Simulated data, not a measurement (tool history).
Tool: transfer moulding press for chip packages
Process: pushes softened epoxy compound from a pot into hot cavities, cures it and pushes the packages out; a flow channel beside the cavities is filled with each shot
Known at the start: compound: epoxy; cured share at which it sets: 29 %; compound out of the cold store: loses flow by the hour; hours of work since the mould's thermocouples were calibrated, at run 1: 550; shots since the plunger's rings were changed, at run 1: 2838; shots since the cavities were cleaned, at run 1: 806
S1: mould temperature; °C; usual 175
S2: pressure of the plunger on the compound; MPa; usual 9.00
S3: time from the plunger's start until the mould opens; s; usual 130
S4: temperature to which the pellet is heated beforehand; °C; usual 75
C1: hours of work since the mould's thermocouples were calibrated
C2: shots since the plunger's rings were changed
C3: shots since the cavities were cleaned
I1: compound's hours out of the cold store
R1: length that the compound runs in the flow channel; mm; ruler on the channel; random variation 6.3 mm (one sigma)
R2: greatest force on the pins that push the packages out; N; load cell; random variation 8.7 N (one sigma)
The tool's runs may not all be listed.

Run 1, day 0.000: usual settings; C1 550; C2 2838; C3 806; I1 43.9. Result: R1 764 mm, R2 714 N.
At day 0.200: cavities cleaned with cleaning compound and waxed.
At day 0.733: mould's thermocouples calibrated.
Run 2, day 1.112: usual settings; C1 7; C2 3093; C3 218; I1 27.8. Result: R1 848 mm, R2 566 N.
Run 3, day 2.529: usual settings but S2 7.19 MPa; C1 33; C2 3466; C3 591; I1 31.9. Result: R1 745 mm, R2 700 N.
At day 3.475: cavities cleaned with cleaning compound and waxed.
Run 4, day 4.250: usual settings but S2 7.19 MPa; C1 63; C2 3903; C3 205; I1 11.7. Result: R1 836 mm, R2 577 N.
Run 5, day 5.308: usual settings but S1 181 °C, S2 7.19 MPa; C1 83; C2 4182; C3 484; I1 25.5. Result: R1 732 mm, R2 633 N.
Run 6, day 6.246: usual settings but S1 181 °C, S2 7.19 MPa; C1 100; C2 4428; C3 730; I1 29.1. Result: R1 721 mm, R2 693 N.
At day 6.812: cavities cleaned with cleaning compound and waxed.
Run 7, day 7.562: usual settings but S1 183 °C, S3 146 s, S4 68 °C; C1 123; C2 4759; C3 197; I1 25.3. Result: R1 814 mm, R2 503 N.
Run 8, day 8.962: usual settings but S1 183 °C, S2 6.83 MPa, S3 142 s, S4 68 °C; C1 148; C2 5129; C3 567; I1 18.6. Result: R1 754 mm, R2 612 N.
At day 9.175: mould's thermocouples calibrated, once more.
At day 10.146: cavities cleaned with cleaning compound and waxed.
Run 9, day 10.896: usual settings but S4 69 °C; C1 30; C2 5600; C3 198; I1 34.0. Result: R1 784 mm, R2 565 N.
At day 11.988: plunger's sealing rings changed.
Run 10, day 12.354: usual settings but S2 9.36 MPa, S3 120 s, S4 77 °C; C1 55; C2 96; C3 554; I1 42.3. Result: R1 798 mm, R2 700 N.
At day 13.429: cavities cleaned with cleaning compound and waxed.
Run 11, day 13.883: usual settings but S1 177 °C, S2 7.31 MPa, S4 74 °C; C1 82; C2 483; C3 120; I1 34.9. Result: R1 730 mm, R2 502 N.
Run 12, day 15.458: usual settings but S3 151 s; C1 111; C2 898; C3 535; I1 36.8. Result: R1 815 mm, R2 627 N.

5 ways to go on from here, each from the tool as it stands after run 12. What would each give?
At day 16.700: cavities cleaned with cleaning compound and waxed.
Run A, day 17.042: usual settings but S2 7.89 MPa, S3 151 s; C1 139; C2 1299; C3 91; I1 34.5. Result: R1 ?, R2 ?.
At day 16.700: cavities cleaned with cleaning compound and waxed.
Run B, day 17.042: usual settings but S2 7.65 MPa, S3 112 s; C1 139; C2 1299; C3 91; I1 37.2. Result: R1 ?, R2 ?.
At day 16.700: cavities cleaned with cleaning compound and waxed.
Run C, day 17.042: usual settings but S1 174 °C, S2 7.36 MPa, S4 77 °C; C1 139; C2 1299; C3 91; I1 39.6. Result: R1 ?, R2 ?.
At day 16.700: cavities cleaned with cleaning compound and waxed.
Run D, day 17.042: usual settings but S2 9.68 MPa, S3 157 s; C1 139; C2 1299; C3 91; I1 19.3. Result: R1 ?, R2 ?.
At day 16.700: cavities cleaned with cleaning compound and waxed.
Run E, day 17.042: usual settings but S1 170 °C, S3 143 s; C1 139; C2 1299; C3 91; I1 39.4. Result: R1 ?, R2 ?.

run   R1   R2
  A  777  449
  B  735  499
  C  716  482
  D  935  439
  E  815  498
Without the tool's hidden state the same runs would have given:
run   R1   R2
  A  785  372
  B  743  404
  C  725  396
  D  946  362
  E  825  407
